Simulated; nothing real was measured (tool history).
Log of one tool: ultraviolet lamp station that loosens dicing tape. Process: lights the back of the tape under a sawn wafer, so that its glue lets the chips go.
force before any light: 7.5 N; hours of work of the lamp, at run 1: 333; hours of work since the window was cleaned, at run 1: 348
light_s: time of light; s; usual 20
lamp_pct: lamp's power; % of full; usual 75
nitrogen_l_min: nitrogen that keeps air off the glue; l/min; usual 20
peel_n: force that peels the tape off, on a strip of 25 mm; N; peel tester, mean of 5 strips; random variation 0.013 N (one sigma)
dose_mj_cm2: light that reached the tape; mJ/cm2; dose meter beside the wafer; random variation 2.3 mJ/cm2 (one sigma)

run   hour  light_s  lamp_pct  nitrogen_l_min  hours of work of the lamp  hours of work since the window was cleaned  peel_n  dose_mj_cm2
  1    0.0       20        75              20                        333                                         348   1.077          171
  2    8.1       20        88              20                        339                                         354   0.804          195
  3   16.0       20        88              20                        345                                         360   0.793          196
  4   23.1       10        75              20                        350                                         365   2.746           85
  5   32.1       10        75              20                        357                                         371   2.750           82
  6   47.5       10        75              20                        368                                         383   2.745           80
  7   57.4       10        75              20                        375                                         390   2.841           77
  8   68.3       20        75              20                        383                                         398   1.134          161
  9   76.0       20        75              20                        388                                         403   1.151          161
 10   88.1       20        75              20                        397                                         412   1.191          161
      89.6  -- window cleaned of glue's vapour
 11  103.1       20        85              20                        408                                          10   1.103          167
 12  112.8       23        70              20                        415                                          17   1.241          156
 13  127.3       20        75              15                        425                                          27   1.679          142
 14  139.2       20        75              15                        434                                          36   1.653          145
 15  151.6       20        75              15                        443                                          45   1.673          141
     161.8  -- window cleaned of glue's vapour, once more
 16  167.9       20        90              14                        454                                           4   0.978          199
 17  178.0       20        90              14                        462                                          12   0.991          199
 18  189.4       20        90              14                        470                                          20   1.021          200
 19  202.5       20        90              14                        479                                          30   1.016          192
 20  212.0       20        72              13                        486                                          36   1.545          161
 21  225.7       20        72              13                        496                                          46   1.636          157
 22  237.2       11        61              30                        505                                          55   2.775           68

5 ways to go on from here, each from the tool as it stands after run 22. What would each give?
  A  248.8       20        64              26                        513                                          63       ?            ?
  B  248.8       26        81              24                        513                                          63       ?            ?
  C  248.8       27        89              10                        513                                          63       ?            ?
  D  248.8       17        63              33                        513                                          63       ?            ?
  E  248.8       11        61              23                        513                                          63       ?            ?

run  peel_n  dose_mj_cm2
  A   1.251          134
  B   0.550          222
  C   0.826          257
  D   1.563          114
  E   3.024           74
Without the tool's hidden state the same runs would have given:
run  peel_n  dose_mj_cm2
  A   0.657          193
  B   0.286          318
  C   0.408          366
  D   0.851          163
  E   2.082          105
